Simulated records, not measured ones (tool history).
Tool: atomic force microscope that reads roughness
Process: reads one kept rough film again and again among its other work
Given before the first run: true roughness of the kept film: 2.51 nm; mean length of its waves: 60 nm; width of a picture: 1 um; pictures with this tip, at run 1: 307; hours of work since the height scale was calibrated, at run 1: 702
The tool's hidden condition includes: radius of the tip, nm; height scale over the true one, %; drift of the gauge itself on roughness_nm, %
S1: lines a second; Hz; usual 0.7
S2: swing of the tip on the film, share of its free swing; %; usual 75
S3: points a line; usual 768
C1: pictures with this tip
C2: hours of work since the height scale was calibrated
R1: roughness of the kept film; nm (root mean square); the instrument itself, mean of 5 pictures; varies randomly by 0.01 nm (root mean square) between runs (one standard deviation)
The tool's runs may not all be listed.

run   hour     S1  S2   S3   C1    C2     R1
  1      0    0.7  75  768  307   702  2.174
  2   15.8    0.7  75  768  331   713   2.15
  3   30.8    0.7  75  768  353   723  2.148
      63.8  -- new tip fitted
  4   64.6    0.7  75  768    1   746  2.302
  5   79.9    0.7  75  768   24   756  2.306
  6   98.3    0.7  75  768   51   769  2.278
  7  129.5    0.7  75  768   98   790  2.247
  8    149    0.7  75  521  127   803  2.234
  9  181.5  1.129  75  768  175   826  2.155
 10  198.8  1.129  75  853  200   837  2.153
 11  234.3    0.7  75  262  253   862  2.166
 12  255.3  0.766  59  262  284   876  2.221
 13  274.3  0.766  59  262  312   889  2.189
 14  301.9  0.766  59  262  353   908  2.171
 15  323.7  0.766  59  262  386   923  2.159
     334.5  -- new tip fitted
 16  343.6  1.891  71  264   14   936  2.174
 17  360.4  2.079  75  692   38   947  2.115
 18  395.4  1.747  75  768   90   971  2.125
 19  419.4   2.71  57  794  126   988  2.204
 20  437.6  1.493  66  794  153  1000  2.198
     460.5  -- height scale calibrated on a step standard
 21  460.5  1.493  66  794  185     0  2.217

5 ways to go on from here, each from the tool as it stands after run 21. What would each give?
  A  482.5  0.756  61  386  218  15   ?
  B  482.5  1.493  76  693  218  15   ?
  C  482.5    0.7  76  768  218  15   ?
  D  482.5  1.187  60  844  218  15   ?
  E  482.5  0.708  66  687  218  15   ?

run     R1
  A  2.283
  B  2.136
  C  2.234
  D  2.272
  E  2.264
With the hidden condition removed and each run's random variation left untouched, the same runs would have given:
run     R1
  A  2.389
  B  2.235
  C  2.338
  D  2.378
  E   2.37
